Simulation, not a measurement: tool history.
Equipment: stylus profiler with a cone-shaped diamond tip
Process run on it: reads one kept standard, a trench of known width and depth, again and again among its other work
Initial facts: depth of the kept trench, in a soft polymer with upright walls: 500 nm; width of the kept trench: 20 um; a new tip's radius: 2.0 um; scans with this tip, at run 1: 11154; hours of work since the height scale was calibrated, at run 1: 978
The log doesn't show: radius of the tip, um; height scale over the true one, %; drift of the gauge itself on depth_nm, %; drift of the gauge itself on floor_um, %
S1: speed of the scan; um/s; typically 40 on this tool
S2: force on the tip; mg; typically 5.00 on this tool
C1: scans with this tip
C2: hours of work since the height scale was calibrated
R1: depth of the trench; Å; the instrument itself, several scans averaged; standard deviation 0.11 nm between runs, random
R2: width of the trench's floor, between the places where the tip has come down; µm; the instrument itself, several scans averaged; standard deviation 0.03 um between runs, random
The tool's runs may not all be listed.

run     day   S1     S2     C1    C2      R1     R2
  1   0.000   40   5.00  11154   978  5057.7  16.62
  2   1.488   40   2.96  11472  1006  5041.4  16.56
  3   2.362   40   1.86  11659  1023  5032.1  16.49
  4   3.829   40   1.86  11971  1050  5034.2  16.50
  5   5.033   38   5.00  12228  1073  5059.2  16.56
  6   5.775   40  10.96  12387  1087  5097.0  16.57
  7   7.129   40  10.96  12675  1112  5094.7  16.59
  8   8.683   40  10.96  13007  1141  5093.0  16.51
  9  10.196   40  10.96  13330  1169  5095.5  16.53
 10  11.038   40   7.88  13509  1185  5078.1  16.49
 11  12.521   40   7.88  13826  1213  5078.6  16.43
 12  13.679   40   5.00  14073  1235  5059.7  16.39
     13.842  -- height scale calibrated on a step standard
 13  14.517   40   7.49  14247    13  5080.2  16.44
 14  15.888   40   7.49  14540    38  5080.8  16.47
 15  17.054   40   5.00  14789    60  5063.7  16.39
     17.908  -- height scale calibrated on a step standard, once more
 16  17.908   40   5.00  14966     0  5050.0  16.37
 17  18.621   40   5.00  15119    13  5048.0  16.44
 18  19.950   40   5.00  15402    38  5050.4  16.37
 19  20.933   40   6.63  15612    57  5062.9  16.32
 20  21.971   40   6.63  15833    76  5061.1  16.34
 21  23.312   13   8.44  16119   101  5073.4  16.44
 22  24.112   13   8.44  16290   116  5073.3  16.42
 23  24.962   13   8.44  16472   132  5072.8  16.38
 24  26.388  114   8.73  16776   159  5077.7  16.10
 25  27.321  114  13.17  16975   176  5100.8  16.19
 26  28.808   82   1.98  17292   204  5027.0  16.04
 27  29.450   82   1.98  17429   216  5027.7  15.98
 28  30.117   25   3.06  17571   229  5035.1  16.27
 29  30.904  122   3.04  17739   243  5036.9  15.97
 30  31.558  122   3.04  17879   256  5037.0  15.95
 31  32.812  122   3.04  18146   279  5038.2  15.89
 32  34.300   85   2.21  18464   307  5031.9  15.93
 33  35.846   66   6.57  18794   336  5064.1  16.15
 34  36.933   31   5.82  19026   356  5059.0  16.16

Results for each run, recomputed without the tool's hidden state and with each run's random variation untouched:
run      R1     R2
  1  5053.1  17.25
  2  5036.6  17.21
  3  5027.1  17.15
  4  5029.1  17.18
  5  5053.9  17.25
  6  5091.5  17.27
  7  5089.1  17.31
  8  5087.2  17.25
  9  5089.5  17.29
 10  5072.0  17.25
 11  5072.3  17.22
 12  5053.3  17.19
 13  5069.9  17.25
 14  5070.3  17.30
 15  5053.0  17.23
 16  5052.5  17.22
 17  5050.4  17.30
 18  5052.7  17.24
 19  5065.1  17.20
 20  5063.1  17.24
 21  5075.3  17.35
 22  5075.1  17.34
 23  5074.4  17.31
 24  5079.1  17.05
 25  5102.1  17.15
 26  5028.2  17.01
 27  5028.8  16.96
 28  5036.1  17.26
 29  5037.7  16.97
 30  5037.7  16.95
 31  5038.8  16.91
 32  5032.3  16.97
 33  5064.3  17.21
 34  5059.0  17.23
